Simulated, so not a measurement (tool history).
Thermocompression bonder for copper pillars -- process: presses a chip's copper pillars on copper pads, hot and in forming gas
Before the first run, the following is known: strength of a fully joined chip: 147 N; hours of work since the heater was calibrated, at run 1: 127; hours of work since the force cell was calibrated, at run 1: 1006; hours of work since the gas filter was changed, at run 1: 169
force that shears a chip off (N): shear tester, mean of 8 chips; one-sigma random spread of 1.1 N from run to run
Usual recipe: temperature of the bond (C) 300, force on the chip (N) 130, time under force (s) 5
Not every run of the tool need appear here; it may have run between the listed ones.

run   hour  temperature of the bond (C)  force on the chip (N)  time under force (s)  hours of work since the heater was calibrated  hours of work since the force cell was calibrated  hours of work since the gas filter was changed  force that shears a chip off (N)
  1    0.0                          300                    130                     5                                            127                                               1006                                             169                             103.5
  2   51.1                          300                    130                     5                                            155                                               1035                                             198                             102.1
  3  103.0                          300                     79                     5                                            185                                               1064                                             227                              82.7
  4  140.9                          300                    130                     5                                            206                                               1085                                             248                             102.4
  5  169.4                          300                    130                     5                                            222                                               1101                                             264                             102.2
     182.1  -- forming gas filter changed
  6  223.9                          300                    130                     5                                            252                                               1132                                              24                             104.5
  7  275.9                          300                    130                     5                                            282                                               1161                                              53                             101.3
  8  313.2                          300                    130                     5                                            303                                               1182                                              74                             102.0
  9  352.9                          300                    130                    14                                            325                                               1205                                              96                             127.2
 10  385.1                          300                    130                    14                                            343                                               1223                                             114                             127.1
 11  423.5                          300                    130                    14                                            365                                               1244                                             136                             126.6
 12  450.6                          300                     95                     6                                            380                                               1260                                             151                              94.3
 13  502.6                          273                     81                     6                                            409                                               1289                                             180                              63.2
 14  542.4                          313                    119                    12                                            432                                               1311                                             203                             126.9
 15  585.3                          313                    119                    12                                            456                                               1335                                             227                             131.8
 16  611.4                          294                    106                     5                                            471                                               1350                                             242                              89.0
     664.9  -- forming gas filter changed
 17  666.3                          294                    106                     5                                            501                                               1381                                               1                              91.5
     688.7  -- force cell calibrated
 18  709.9                          294                    106                     5                                            525                                                 12                                              24                              87.6
 19  739.1                          270                    130                     3                                            541                                                 28                                              41                              64.5
 20  780.1                          324                    130                     3                                            564                                                 52                                              64                             109.4
 21  817.8                          324                    130                     8                                            586                                                 73                                              85                             131.6

Alternative continuations, all from the tool just after run 21; predict every row:
  A  876.5                          280                    130                     6                                            619                                                106                                             118                                 ?
  B  876.5                          296                    111                     8                                            619                                                106                                             118                                 ?
  C  876.5                          270                    130                    15                                            619                                                106                                             118                                 ?
  D  876.5                          282                     89                     5                                            619                                                106                                             118                                 ?
  E  876.5                          309                    173                     8                                            619                                                106                                             118                                 ?

run  force that shears a chip off (N)
  A                              91.4
  B                             105.0
  C                             106.0
  D                              70.0
  E                             130.9
The same runs, with their run-to-run variation unchanged, on a tool lacking any hidden condition would have given:
run  force that shears a chip off (N)
  A                              91.3
  B                             104.9
  C                             105.9
  D                              69.9
  E                             131.0
